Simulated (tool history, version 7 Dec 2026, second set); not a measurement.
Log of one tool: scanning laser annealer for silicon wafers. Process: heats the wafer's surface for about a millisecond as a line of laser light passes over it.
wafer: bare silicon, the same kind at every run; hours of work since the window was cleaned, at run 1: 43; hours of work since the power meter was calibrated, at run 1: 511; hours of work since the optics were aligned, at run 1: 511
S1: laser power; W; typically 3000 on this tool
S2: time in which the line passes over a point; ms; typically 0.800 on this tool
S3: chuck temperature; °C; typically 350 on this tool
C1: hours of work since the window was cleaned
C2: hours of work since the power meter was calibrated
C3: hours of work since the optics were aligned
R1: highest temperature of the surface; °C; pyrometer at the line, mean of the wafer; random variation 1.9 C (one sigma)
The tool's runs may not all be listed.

Run 1, hour 0.0: usual settings; C1 43; C2 511; C3 511. Result: R1 1112 °C.
Run 2, hour 30.3: usual settings; C1 62; C2 531; C3 531. Result: R1 1107 °C.
Run 3, hour 55.8: usual settings; C1 78; C2 547; C3 547. Result: R1 1111 °C.
Run 4, hour 86.7: usual settings; C1 98; C2 567; C3 567. Result: R1 1105 °C.
Run 5, hour 100.5: usual settings; C1 107; C2 575; C3 575. Result: R1 1103 °C.
Run 6, hour 118.8: usual settings; C1 118; C2 587; C3 587. Result: R1 1105 °C.
Run 7, hour 146.7: usual settings; C1 136; C2 605; C3 605. Result: R1 1102 °C.
Run 8, hour 163.4: usual settings; C1 147; C2 615; C3 615. Result: R1 1103 °C.
Run 9, hour 182.1: usual settings but S1 3192 W; C1 159; C2 627; C3 627. Result: R1 1149 °C.
Run 10, hour 198.8: usual settings but S1 3192 W; C1 169; C2 638; C3 638. Result: R1 1147 °C.
Run 11, hour 221.6: usual settings; C1 184; C2 652; C3 652. Result: R1 1099 °C.
Run 12, hour 238.3: usual settings but S1 2787 W, S3 368 °C; C1 194; C2 663; C3 663. Result: R1 1069 °C.
At hour 245.6: optics aligned, line set to its width.
Run 13, hour 262.4: usual settings but S1 2985 W, S2 0.574 ms, S3 378 °C; C1 207; C2 675; C3 11. Result: R1 990 °C.
Run 14, hour 296.2: usual settings but S1 2884 W, S2 0.691 ms, S3 328 °C; C1 228; C2 697; C3 32. Result: R1 986 °C.
Run 15, hour 315.8: usual settings but S2 0.892 ms, S3 333 °C; C1 241; C2 709; C3 45. Result: R1 1129 °C.
Run 16, hour 343.4: usual settings but S2 0.892 ms, S3 333 °C; C1 258; C2 727; C3 62. Result: R1 1127 °C.
Run 17, hour 357.4: usual settings but S2 0.677 ms, S3 313 °C; C1 267; C2 736; C3 71. Result: R1 985 °C.
Run 18, hour 371.6: usual settings but S1 2611 W, S2 0.953 ms, S3 316 °C; C1 276; C2 745; C3 80. Result: R1 1040 °C.
Run 19, hour 389.9: usual settings but S1 2611 W, S2 0.953 ms, S3 316 °C; C1 288; C2 757; C3 92. Result: R1 1040 °C.
Run 20, hour 417.6: usual settings but S1 2611 W, S2 0.561 ms, S3 388 °C; C1 305; C2 774; C3 110. Result: R1 915 °C.
At hour 436.7: optics aligned, line set to its width, once more.
Run 21, hour 454.8: usual settings but S1 2611 W, S2 0.561 ms, S3 388 °C; C1 326; C2 795; C3 12. Result: R1 919 °C.
Run 22, hour 474.3: usual settings but S2 0.851 ms, S3 331 °C; C1 338; C2 807; C3 24. Result: R1 1101 °C.

A few steps of R1 between consecutive runs. Split each: what settings, incoming material and random variation would produce without the hidden state, and what is left over for the hidden state, along with gauge scatter present in only one of the two compared results (measured, and without hidden state):
Hidden state at play: light that passes the window, % of a clean one's; laser's true power over the reading, %; width of the line over the set one, %; drift of the gauge itself on peak_c, C.
Run 14 -> 15: S1 2884 -> 3000, S2 0.691 -> 0.892, S3 328 -> 333. R1 +143 °C: hidden state -6, all else +149.
Run 19 -> 20: S2 0.953 -> 0.561, S3 316 -> 388. R1 -125 °C: hidden state +7, all else -132.
Run 21 -> 22: S1 2611 -> 3000, S2 0.561 -> 0.851, S3 388 -> 331. R1 +182 °C: hidden state -10, all else +192.

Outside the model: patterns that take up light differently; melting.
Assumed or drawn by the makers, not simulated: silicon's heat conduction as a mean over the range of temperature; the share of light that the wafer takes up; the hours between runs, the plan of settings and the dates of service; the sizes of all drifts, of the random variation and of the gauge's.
